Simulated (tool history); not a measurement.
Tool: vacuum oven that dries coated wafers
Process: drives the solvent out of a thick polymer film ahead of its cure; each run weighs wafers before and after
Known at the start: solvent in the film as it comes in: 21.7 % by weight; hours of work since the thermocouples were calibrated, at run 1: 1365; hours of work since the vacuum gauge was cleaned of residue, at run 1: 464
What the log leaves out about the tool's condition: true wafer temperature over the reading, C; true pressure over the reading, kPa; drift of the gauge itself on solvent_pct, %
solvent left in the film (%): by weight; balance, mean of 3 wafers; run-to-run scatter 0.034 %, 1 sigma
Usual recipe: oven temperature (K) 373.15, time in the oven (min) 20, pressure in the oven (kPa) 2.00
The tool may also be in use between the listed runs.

run	day	oven temperature (K)	time in the oven (min)	pressure in the oven (kPa)	hours of work since the thermocouples were calibrated	hours of work since the vacuum gauge was cleaned of residue	solvent left in the film (%)
1	0.000	373.15	20	2.00	1365	464	3.65
2	1.408	373.15	20	1.61	1379	478	3.54
3	2.371	373.15	20	1.61	1388	487	3.52
4	3.917	373.15	20	1.62	1403	503	3.61
5	4.579	373.15	20	1.62	1410	509	3.50
6	5.475	373.15	20	2.00	1418	518	3.66
7	6.571	373.15	20	2.00	1429	528	3.61
8	8.029	373.15	20	2.00	1443	543	3.62
9	9.058	373.15	20	2.00	1453	553	3.62
10	10.304	373.15	20	2.00	1465	565	3.63
11	11.254	373.15	20	2.00	1475	574	3.64
12	12.708	373.15	20	2.00	1489	588	3.63
13	13.567	371.15	20	2.00	1497	597	4.06
14	14.621	373.15	20	2.00	1508	607	3.60
15	15.712	373.15	20	2.36	1518	618	3.77
16	16.471	373.15	20	2.36	1526	625	3.76
17	17.254	366.15	20	2.00	1533	633	5.33
18	18.562	366.15	12	2.00	1546	646	8.54
19	19.308	366.15	12	2.00	1553	653	8.49
20	20.142	366.15	12	2.00	1562	661	8.37
21	20.946	366.15	12	2.00	1569	669	8.47
# day 21.142: oven's thermocouples calibrated
22	21.746	373.15	20	4.77	6	676	4.31
23	23.183	373.15	20	4.77	20	690	4.32
24	24.312	372.15	20	1.51	31	701	3.73
25	24.988	387.15	20	7.74	38	707	2.32
26	26.629	371.15	27	5.49	54	723	3.57
27	28.283	384.15	14	7.70	70	740	4.14
28	29.021	382.15	22	3.26	77	747	1.89
29	30.217	382.15	22	3.26	89	758	1.90
30	31.825	370.15	13	2.00	104	774	6.99
31	33.404	359.15	23	2.00	120	790	6.35
32	34.133	372.15	16	1.11	127	797	4.94
33	34.896	372.15	16	1.11	134	804	4.93
34	36.050	373.15	30	1.01	145	815	1.57
35	37.367	382.15	34	2.00	158	828	0.66
36	38.183	382.15	34	2.00	166	836	0.69
37	39.550	380.15	21	2.95	180	850	2.27
38	40.296	380.15	21	2.95	187	857	2.36
39	41.229	373.15	11	1.12	196	866	7.00
40	42.271	373.15	11	1.12	206	876	6.98
41	43.179	373.15	11	1.12	215	885	7.05
42	44.525	375.15	11	1.12	228	898	6.53
43	45.971	375.15	27	5.65	242	912	2.87
44	47.221	373.15	18	6.39	255	924	5.25
45	48.054	366.15	20	2.00	263	932	5.38
46	49.396	369.15	20	2.00	276	946	4.49

Predict each of these 4 candidate next runs independently; none follows another, all start after run 46:
A	50.196	371.15	20	3.62	284	953	?
B	50.196	380.15	26	4.46	284	953	?
C	50.196	383.15	26	1.08	284	953	?
D	50.196	374.15	19	2.30	284	953	?

run	solvent left in the film (%)
A	4.45
B	1.91
C	0.89
D	3.75
Had the tool no hidden state, the same runs would have come out as:
run	solvent left in the film (%)
A	4.44
B	1.90
C	0.88
D	3.75

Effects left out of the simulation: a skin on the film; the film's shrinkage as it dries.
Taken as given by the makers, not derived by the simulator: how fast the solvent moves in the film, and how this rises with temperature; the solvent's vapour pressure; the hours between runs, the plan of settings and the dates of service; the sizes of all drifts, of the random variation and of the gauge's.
